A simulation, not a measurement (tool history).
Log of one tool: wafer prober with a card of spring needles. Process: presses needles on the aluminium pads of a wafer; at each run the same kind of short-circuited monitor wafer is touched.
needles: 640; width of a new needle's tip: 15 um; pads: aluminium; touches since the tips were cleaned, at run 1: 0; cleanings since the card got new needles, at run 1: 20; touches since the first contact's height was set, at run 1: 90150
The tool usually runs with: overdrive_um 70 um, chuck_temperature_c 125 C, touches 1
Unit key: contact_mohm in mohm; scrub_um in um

run	hour	overdrive_um	chuck_temperature_c	touches	touches since the tips were cleaned	cleanings since the card got new needles	touches since the first contact's height was set	contact_mohm	scrub_um
1	0	70	125	1	0	20	90150	140	11.64
# hour 14.6: tips cleaned on abrasive film
# hour 28.7: tips cleaned on abrasive film
2	29.7	70	40	1	291	22	99156	133	11.64
# hour 44: tips cleaned on abrasive film
3	52.2	70	48	1	2526	23	106011	174	11.65
# hour 58.9: tips cleaned on abrasive film
# hour 74.5: tips cleaned on abrasive film
4	82.7	70	48	1	2514	25	115278	174	11.63
# hour 89.2: tips cleaned on abrasive film
# hour 105.1: tips cleaned on abrasive film
# hour 119: tips cleaned on abrasive film
5	122.1	70	48	1	949	28	127220	147	11.63
# hour 132.7: tips cleaned on abrasive film
# hour 146.5: tips cleaned on abrasive film
6	146.6	70	48	1	2	30	134618	128	11.53
# hour 160: tips cleaned on abrasive film
7	169.1	70	48	1	2754	31	141465	169	11.56
# hour 173.6: tips cleaned on abrasive film
# hour 188.9: tips cleaned on abrasive film
8	192.4	70	48	1	1081	33	148539	150	11.51
# hour 205.2: tips cleaned on abrasive film
# hour 220.7: tips cleaned on abrasive film
9	220.7	70	28	1	0	35	157106	126	11.42
# hour 224.2: height of the first contact set anew
# hour 236.1: tips cleaned on abrasive film
# hour 250: tips cleaned on abrasive film
10	255.4	70	28	1	1659	37	9452	159	11.81
# hour 264.4: tips cleaned on abrasive film
# hour 280.3: tips cleaned on abrasive film
# hour 293.9: tips cleaned on abrasive film
11	295.8	70	28	1	588	40	21705	137	11.82
# hour 309: tips cleaned on abrasive film
12	319.9	70	28	1	3323	41	29047	181	11.79
# hour 323.3: tips cleaned on abrasive film
# hour 339: tips cleaned on abrasive film
13	349.4	70	28	1	3185	43	38000	177	11.72
# hour 354.8: tips cleaned on abrasive film
# hour 370.8: tips cleaned on abrasive film
14	378.3	70	28	1	2270	45	46754	163	11.69
# hour 385.4: tips cleaned on abrasive film
# hour 400.1: tips cleaned on abrasive film
15	411.9	70	28	1	3588	47	56955	180	11.75
# hour 413.6: tips cleaned on abrasive film
# hour 429.6: tips cleaned on abrasive film
16	442.6	72	106	1	3970	49	66281	191	12.09
# hour 444.8: tips cleaned on abrasive film
# hour 460.7: tips cleaned on abrasive film
# hour 475.2: tips cleaned on abrasive film
17	476.9	67	31	2	525	52	76666	128	11.18
# hour 490.2: tips cleaned on abrasive film
18	503.3	67	31	2	4018	53	84714	162	11.19
# hour 505.1: tips cleaned on abrasive film
# hour 520.4: tips cleaned on abrasive film
19	528.7	62	76	3	2550	55	92406	151	10.22
# hour 536.2: tips cleaned on abrasive film
# hour 550.6: tips cleaned on abrasive film
20	558.9	62	62	2	2544	57	101578	164	10.24
# hour 563.9: tips cleaned on abrasive film
# hour 577.5: tips cleaned on abrasive film
21	577.5	78	125	1	0	59	107201	135	13.03
# hour 592.5: tips cleaned on abrasive film
22	594.2	72	44	1	522	60	112255	137	11.93
# hour 607.1: tips cleaned on abrasive film
23	612.7	70	125	2	1699	61	117877	156	11.54
# hour 622.3: tips cleaned on abrasive film
# hour 637.6: tips cleaned on abrasive film
24	650.4	70	81	2	3916	63	129343	170	11.49
# hour 653.8: tips cleaned on abrasive film
# hour 667.5: tips cleaned on abrasive film
25	677.8	70	61	2	3144	65	137660	161	11.5
# hour 682.6: tips cleaned on abrasive film
# hour 696.8: tips cleaned on abrasive film
26	704.4	70	61	2	2317	67	145709	160	11.5
# hour 711.1: tips cleaned on abrasive film
# hour 725.9: tips cleaned on abrasive film
27	738	70	61	2	3694	69	155922	166	11.49
# hour 740.7: tips cleaned on abrasive film
# hour 742.9: height of the first contact set anew
# hour 754.9: tips cleaned on abrasive film
# hour 768.8: tips cleaned on abrasive film
28	774.9	70	53	1	1841	72	9696	168	11.81
# hour 783.7: tips cleaned on abrasive film
# hour 798.6: tips cleaned on abrasive film
29	807	70	53	1	2566	74	19468	180	11.81

Below, each run's measurement less what the same run would have read without the hidden state. Both values contain the same run-to-run variation, but the gauge's scatter may not be the same in both:
The hidden state here: debris on the tips, nm; way that the needles fall short of the set height, um; tips' diameter, um; drift of the gauge itself on contact_mohm, %; drift of the gauge itself on scrub_um, %.
run	contact_mohm	scrub_um
1	+5	-0.21
2	+13	-0.23
3	+52	-0.25
4	+52	-0.27
5	+27	-0.3
6	+7	-0.32
7	+51	-0.33
8	+28	-0.34
9	+8	-0.36
10	+40	-0.02
11	+19	-0.05
12	+61	-0.06
13	+62	-0.09
14	+46	-0.11
15	+61	-0.13
16	+62	-0.15
17	+12	-0.19
18	+45	-0.2
19	+25	-0.22
20	+40	-0.25
21	+4	-0.26
22	+17	-0.27
23	+24	-0.29
24	+42	-0.31
25	+39	-0.33
26	+36	-0.35
27	+43	-0.38
28	+46	-0.02
29	+57	-0.03
